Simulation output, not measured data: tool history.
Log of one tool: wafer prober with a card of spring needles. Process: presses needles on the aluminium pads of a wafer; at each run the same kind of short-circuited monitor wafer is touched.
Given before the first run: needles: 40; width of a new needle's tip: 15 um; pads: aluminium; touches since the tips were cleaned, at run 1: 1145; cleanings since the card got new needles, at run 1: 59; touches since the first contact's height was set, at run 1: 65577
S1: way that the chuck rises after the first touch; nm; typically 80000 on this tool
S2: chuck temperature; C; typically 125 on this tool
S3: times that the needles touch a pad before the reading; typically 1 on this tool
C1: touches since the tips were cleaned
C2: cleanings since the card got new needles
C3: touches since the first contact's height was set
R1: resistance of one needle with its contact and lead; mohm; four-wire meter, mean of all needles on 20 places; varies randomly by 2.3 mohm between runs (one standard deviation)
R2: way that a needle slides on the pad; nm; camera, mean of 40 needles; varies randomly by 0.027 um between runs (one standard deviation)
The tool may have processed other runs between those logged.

run   hour     S1   S2  S3    C1   C2      C3   R1     R2
  1      0  80000  125   1  1145   59   65577  265  10020
       5.7  -- tips cleaned on abrasive film
      15.7  -- tips cleaned on abrasive film
        25  -- tips cleaned on abrasive film
  2   32.2  80000  125   1  2819   62   78027  260  10010
      34.3  -- tips cleaned on abrasive film
      44.3  -- tips cleaned on abrasive film
      53.7  -- tips cleaned on abrasive film
      63.3  -- tips cleaned on abrasive film
  3     66  80000  125   1  1053   66   91023  261  10020
      71.9  -- tips cleaned on abrasive film
      81.1  -- tips cleaned on abrasive film
      91.1  -- tips cleaned on abrasive film
  4   95.5  80000  125   1  1696   69  102418  264  10010
      99.2  -- tips cleaned on abrasive film
     108.4  -- tips cleaned on abrasive film
       118  -- tips cleaned on abrasive film
     128.1  -- tips cleaned on abrasive film
  5  128.4  80000  125   1   142   73  115116  260   9940
     136.3  -- tips cleaned on abrasive film
     145.7  -- tips cleaned on abrasive film
  6  151.3  80000  125   1  2192   75  123947  264   9940
     155.4  -- tips cleaned on abrasive film
     164.9  -- tips cleaned on abrasive film
       173  -- tips cleaned on abrasive film
  7  174.6  80000  125   1   617   78  132916  264  10020
     182.3  -- tips cleaned on abrasive film
     192.2  -- tips cleaned on abrasive film
     200.7  -- tips cleaned on abrasive film
  8  200.7  80000  125   1     0   81  142985  262  10010
     209.2  -- tips cleaned on abrasive film
     218.7  -- tips cleaned on abrasive film
     227.4  -- tips cleaned on abrasive film
  9  227.4  80000  125   1     0   84  153293  263   9990
     237.5  -- tips cleaned on abrasive film
     241.8  -- height of the first contact set anew
     247.9  -- tips cleaned on abrasive film
 10  253.5  80000  125   1  2197   86    4526  262  10000
     257.6  -- tips cleaned on abrasive film
     267.6  -- tips cleaned on abrasive film
 11  272.6  80000  125   1  1943   88   11903  262   9980
     276.4  -- tips cleaned on abrasive film
       286  -- tips cleaned on abrasive film
     295.8  -- tips cleaned on abrasive film
 12  302.2  80000  125   1  2493   91   23329  266   9970
     304.3  -- tips cleaned on abrasive film
     313.5  -- tips cleaned on abrasive film
     322.6  -- tips cleaned on abrasive film
 13  322.6  80000  125   1     0   94   31154  265   9970
       332  -- tips cleaned on abrasive film
     341.7  -- tips cleaned on abrasive film
 14  348.2  80000  125   1  2572   96   41087  264   9920
     350.3  -- tips cleaned on abrasive film
     359.8  -- tips cleaned on abrasive film
 15  367.5  86000   31   1  3021   98   48519  237  10670
     369.6  -- tips cleaned on abrasive film
     378.7  -- tips cleaned on abrasive film
 16  382.8  86000   31   1  1581  100   54394  241  10680
     388.5  -- tips cleaned on abrasive film
     398.3  -- tips cleaned on abrasive film
     407.8  -- tips cleaned on abrasive film
     417.9  -- tips cleaned on abrasive film
 17  418.9  70000  107   2   394  104   68324  260   8750
       427  -- tips cleaned on abrasive film
     436.8  -- tips cleaned on abrasive film
     446.6  -- tips cleaned on abrasive film
 18  453.9  70000  107   2  2823  107   81847  266   8650
       456  -- tips cleaned on abrasive film
     465.3  -- tips cleaned on abrasive film
     475.2  -- tips cleaned on abrasive film
       485  -- tips cleaned on abrasive film
 19  489.1  70000  107   2  1596  111   95417  260   8710
     494.8  -- tips cleaned on abrasive film
     502.9  -- tips cleaned on abrasive film
     512.7  -- tips cleaned on abrasive film
     522.6  -- tips cleaned on abrasive film
 20  523.4  70000   69   2   281  115  108629  255   8730
       531  -- tips cleaned on abrasive film
     540.3  -- tips cleaned on abrasive film
     550.1  -- tips cleaned on abrasive film
 21  553.1  60000   52   1  1138  118  120093  250   7380
       559  -- tips cleaned on abrasive film
     568.3  -- tips cleaned on abrasive film
     577.4  -- tips cleaned on abrasive film
 22  577.4  65000   34   1     0  121  129479  243   8060
     586.8  -- tips cleaned on abrasive film
     594.9  -- tips cleaned on abrasive film
 23  597.2  65000   34   1   911  123  137121  242   8060
     603.3  -- tips cleaned on abrasive film
     612.8  -- tips cleaned on abrasive film
 24  620.2  68000   93   3  2855  125  145985  256   8460
     622.2  -- tips cleaned on abrasive film
     632.3  -- tips cleaned on abrasive film
     641.9  -- tips cleaned on abrasive film
     651.5  -- tips cleaned on abrasive film
     653.2  -- height of the first contact set anew
 25  653.2  68000   93   3   552  129       0  260   8370
     661.1  -- tips cleaned on abrasive film
     670.8  -- tips cleaned on abrasive film
     680.6  -- tips cleaned on abrasive film
     689.1  -- tips cleaned on abrasive film
 26  689.1  68000   93   3     0  133   13832  256   8380
     693.1  -- gauge calibrated
     697.1  -- tips cleaned on abrasive film
     706.7  -- tips cleaned on abrasive film
 27  707.6  81000  114   2   360  135   20981  258  10160

Below are 3 alternative next runs, each starting from the tool's condition after run 27. Predict each:
     715.2  -- tips cleaned on abrasive film
     724.8  -- tips cleaned on abrasive film
     734.3  -- tips cleaned on abrasive film
  A  734.3  79000   59   3   0  138  31278   ?   ?
     715.2  -- tips cleaned on abrasive film
     724.8  -- tips cleaned on abrasive film
     734.3  -- tips cleaned on abrasive film
  B  734.3  81000   78   1   0  138  31278   ?   ?
     715.2  -- tips cleaned on abrasive film
     724.8  -- tips cleaned on abrasive film
     734.3  -- tips cleaned on abrasive film
  C  734.3  90000  106   1   0  138  31278   ?   ?

run   R1     R2
  A  247   9910
  B  250  10120
  C  256  11260
What these runs would have given with no unlogged condition in the tool:
run   R1     R2
  A  247   9920
  B  250  10130
  C  256  11270
